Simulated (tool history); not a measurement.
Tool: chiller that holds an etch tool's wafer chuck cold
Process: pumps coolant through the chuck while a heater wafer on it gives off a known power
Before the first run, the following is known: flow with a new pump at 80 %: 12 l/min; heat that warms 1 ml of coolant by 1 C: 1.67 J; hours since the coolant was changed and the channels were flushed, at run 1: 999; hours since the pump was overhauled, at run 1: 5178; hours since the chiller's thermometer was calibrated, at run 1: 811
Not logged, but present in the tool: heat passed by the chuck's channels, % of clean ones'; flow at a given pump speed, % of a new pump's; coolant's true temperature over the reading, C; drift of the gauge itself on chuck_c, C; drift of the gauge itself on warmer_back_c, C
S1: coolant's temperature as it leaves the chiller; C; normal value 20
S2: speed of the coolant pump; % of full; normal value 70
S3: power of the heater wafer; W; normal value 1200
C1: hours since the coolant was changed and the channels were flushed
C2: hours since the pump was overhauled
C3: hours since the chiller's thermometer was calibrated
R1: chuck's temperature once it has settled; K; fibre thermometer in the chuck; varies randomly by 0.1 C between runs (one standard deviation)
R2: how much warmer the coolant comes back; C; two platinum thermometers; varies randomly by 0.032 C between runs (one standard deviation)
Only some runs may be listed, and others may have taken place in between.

{"run": 1, "hour": 0.0, "S1": 20, "S2": 70, "S3": 1200, "C1": 999, "C2": 5178, "C3": 811, "R1": 311.65, "R2": 4.68}
{"run": 2, "hour": 56.5, "S1": 20, "S2": 67, "S3": 1200, "C1": 1055, "C2": 5234, "C3": 868, "R1": 312.55, "R2": 4.93}
{"run": 3, "hour": 165.0, "S1": 20, "S2": 70, "S3": 1200, "C1": 1164, "C2": 5343, "C3": 976, "R1": 311.75, "R2": 4.67}
{"run": 4, "hour": 298.0, "S1": 20, "S2": 70, "S3": 1200, "C1": 1297, "C2": 5476, "C3": 1109, "R1": 312.15, "R2": 4.72}
{"run": 5, "hour": 366.7, "S1": 20, "S2": 70, "S3": 856, "C1": 1365, "C2": 5544, "C3": 1178, "R1": 306.65, "R2": 3.37}
{"run": 6, "hour": 466.8, "S1": 20, "S2": 70, "S3": 856, "C1": 1465, "C2": 5644, "C3": 1278, "R1": 307.05, "R2": 3.43}
{"run": 7, "hour": 572.7, "S1": 20, "S2": 70, "S3": 1282, "C1": 1571, "C2": 5750, "C3": 1384, "R1": 313.75, "R2": 5.1}
{"run": 8, "hour": 641.9, "S1": 20, "S2": 70, "S3": 1282, "C1": 1640, "C2": 5820, "C3": 1453, "R1": 313.85, "R2": 5.11}
{"run": 9, "hour": 763.2, "S1": 20, "S2": 70, "S3": 1200, "C1": 1762, "C2": 5941, "C3": 1575, "R1": 312.55, "R2": 4.8}
{"run": 10, "hour": 861.6, "S1": 20, "S2": 70, "S3": 1200, "C1": 1860, "C2": 6039, "C3": 1673, "R1": 312.85, "R2": 4.8}
{"hour": 879.1, "done": "coolant pump overhauled"}
{"run": 11, "hour": 935.7, "S1": 20, "S2": 94, "S3": 1200, "C1": 1929, "C2": 57, "C3": 1742, "R1": 306.85, "R2": 3.03}
{"run": 12, "hour": 991.3, "S1": 20, "S2": 94, "S3": 1200, "C1": 1985, "C2": 112, "C3": 1798, "R1": 307.05, "R2": 3.07}
{"hour": 1002.0, "done": "chiller's thermometer calibrated"}
{"run": 13, "hour": 1078.0, "S1": 20, "S2": 94, "S3": 1200, "C1": 2071, "C2": 198, "C3": 76, "R1": 307.05, "R2": 3.06}
{"run": 14, "hour": 1195.9, "S1": 20, "S2": 92, "S3": 1200, "C1": 2188, "C2": 316, "C3": 194, "R1": 307.75, "R2": 3.18}
{"run": 15, "hour": 1270.3, "S1": 20, "S2": 92, "S3": 1200, "C1": 2263, "C2": 390, "C3": 268, "R1": 307.35, "R2": 3.16}
{"run": 16, "hour": 1340.0, "S1": 20, "S2": 70, "S3": 1200, "C1": 2333, "C2": 460, "C3": 338, "R1": 311.15, "R2": 4.17}
{"run": 17, "hour": 1445.1, "S1": 15, "S2": 73, "S3": 1021, "C1": 2438, "C2": 565, "C3": 443, "R1": 303.25, "R2": 3.39}
{"run": 18, "hour": 1515.8, "S1": 24, "S2": 66, "S3": 1200, "C1": 2508, "C2": 636, "C3": 514, "R1": 316.35, "R2": 4.5}
{"hour": 1614.6, "done": "chiller's thermometer calibrated, once more"}
{"run": 19, "hour": 1614.6, "S1": 11, "S2": 63, "S3": 816, "C1": 2606, "C2": 733, "C3": 0, "R1": 297.35, "R2": 3.2}
{"run": 20, "hour": 1719.5, "S1": 11, "S2": 97, "S3": 815, "C1": 2711, "C2": 838, "C3": 105, "R1": 293.45, "R2": 2.01}
{"run": 21, "hour": 1798.1, "S1": 19, "S2": 72, "S3": 815, "C1": 2790, "C2": 917, "C3": 184, "R1": 304.25, "R2": 2.76}
{"run": 22, "hour": 1868.0, "S1": 20, "S2": 70, "S3": 1575, "C1": 2860, "C2": 987, "C3": 253, "R1": 316.95, "R2": 5.53}
{"run": 23, "hour": 1938.7, "S1": 20, "S2": 70, "S3": 1575, "C1": 2930, "C2": 1058, "C3": 324, "R1": 317.05, "R2": 5.53}
{"run": 24, "hour": 2072.0, "S1": 24, "S2": 70, "S3": 1424, "C1": 3063, "C2": 1191, "C3": 457, "R1": 318.85, "R2": 4.95}
{"run": 25, "hour": 2191.3, "S1": 23, "S2": 96, "S3": 752, "C1": 3183, "C2": 1310, "C3": 577, "R1": 305.15, "R2": 1.95}
{"run": 26, "hour": 2293.1, "S1": 22, "S2": 98, "S3": 1200, "C1": 3285, "C2": 1412, "C3": 679, "R1": 309.35, "R2": 3.02}
{"run": 27, "hour": 2382.5, "S1": 13, "S2": 70, "S3": 1200, "C1": 3374, "C2": 1501, "C3": 768, "R1": 305.05, "R2": 4.22}
{"run": 28, "hour": 2482.3, "S1": 16, "S2": 60, "S3": 808, "C1": 3474, "C2": 1601, "C3": 868, "R1": 303.75, "R2": 3.32}
{"run": 29, "hour": 2566.8, "S1": 15, "S2": 60, "S3": 1648, "C1": 3558, "C2": 1686, "C3": 952, "R1": 317.95, "R2": 6.84}
{"run": 30, "hour": 2644.3, "S1": 23, "S2": 70, "S3": 1200, "C1": 3636, "C2": 1763, "C3": 1030, "R1": 315.45, "R2": 4.32}
{"run": 31, "hour": 2706.2, "S1": 12, "S2": 94, "S3": 693, "C1": 3698, "C2": 1825, "C3": 1092, "R1": 293.85, "R2": 1.87}

4 options for the next run, each taken on its own from the tool as it stands now. Forecast them:
{"run": "A", "hour": 2842.3, "S1": 11, "S2": 88, "S3": 1200, "C1": 3834, "C2": 1961, "C3": 1228, "R1": "?", "R2": "?"}
{"run": "B", "hour": 2842.3, "S1": 19, "S2": 70, "S3": 1039, "C1": 3834, "C2": 1961, "C3": 1228, "R1": "?", "R2": "?"}
{"run": "C", "hour": 2842.3, "S1": 12, "S2": 94, "S3": 693, "C1": 3834, "C2": 1961, "C3": 1228, "R1": "?", "R2": "?"}
{"run": "D", "hour": 2842.3, "S1": 22, "S2": 94, "S3": 823, "C1": 3834, "C2": 1961, "C3": 1228, "R1": "?", "R2": "?"}

run=A R1=300.25 R2=3.40
run=B R1=309.15 R2=3.76
run=C R1=294.15 R2=1.86
run=D R1=305.55 R2=2.18
Take away the tool's hidden state, keep each run's random variation, and the runs would have read:
run=A R1=296.95 R2=3.25
run=B R1=305.85 R2=3.60
run=C R1=292.35 R2=1.77
run=D R1=303.45 R2=2.09
